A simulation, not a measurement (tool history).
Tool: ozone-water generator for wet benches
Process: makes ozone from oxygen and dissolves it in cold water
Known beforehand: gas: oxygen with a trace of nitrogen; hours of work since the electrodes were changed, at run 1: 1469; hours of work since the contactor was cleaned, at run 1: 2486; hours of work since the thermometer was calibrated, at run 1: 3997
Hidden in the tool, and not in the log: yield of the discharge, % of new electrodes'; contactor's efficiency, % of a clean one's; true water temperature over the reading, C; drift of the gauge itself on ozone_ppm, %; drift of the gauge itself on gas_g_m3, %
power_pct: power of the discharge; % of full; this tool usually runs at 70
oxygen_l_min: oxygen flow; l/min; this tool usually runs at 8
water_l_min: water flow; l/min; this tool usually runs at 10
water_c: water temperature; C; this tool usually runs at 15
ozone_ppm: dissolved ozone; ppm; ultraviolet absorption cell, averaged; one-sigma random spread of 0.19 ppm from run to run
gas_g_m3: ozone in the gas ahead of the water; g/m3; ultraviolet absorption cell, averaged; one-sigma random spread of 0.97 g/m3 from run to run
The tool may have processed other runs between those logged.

run	hour	power_pct	oxygen_l_min	water_l_min	water_c	hours of work since the electrodes were changed	hours of work since the contactor was cleaned	hours of work since the thermometer was calibrated	ozone_ppm	gas_g_m3
1	0	70	8	10	15	1469	2486	3997	27.7	168
2	75.3	53	8	10	15	1530	2548	4058	22.6	136.7
3	129	65	8	10	15	1574	2592	4102	26.1	156.5
4	173.9	70	8	10	15	1611	2628	4139	27.8	168.6
5	266.5	70	8	14	15	1686	2704	4214	22.9	167.3
6	316.2	70	8	14	15	1727	2744	4255	22.6	166.9
7	404.7	62	8	10	15	1799	2817	4327	25.3	152.3
8	478.7	62	8	10	15	1860	2877	4388	25.8	152.7
9	547.7	70	8	10	15	1916	2934	4444	27.6	164.8
10	626.5	70	8	10	15	1980	2998	4509	27.6	166.3
11	685	70	8	10	15	2028	3046	4556	27.2	166

What does the tool deliver on the next run?
12	748.8	70	8	10	15	2080	3098	4608	?	?

ozone_ppm: 27.2 ppm
gas_g_m3: 166.3 g/m3
Without the tool's hidden state the same run would have given ozone_ppm 27.2 ppm, gas_g_m3 166.4 g/m3.
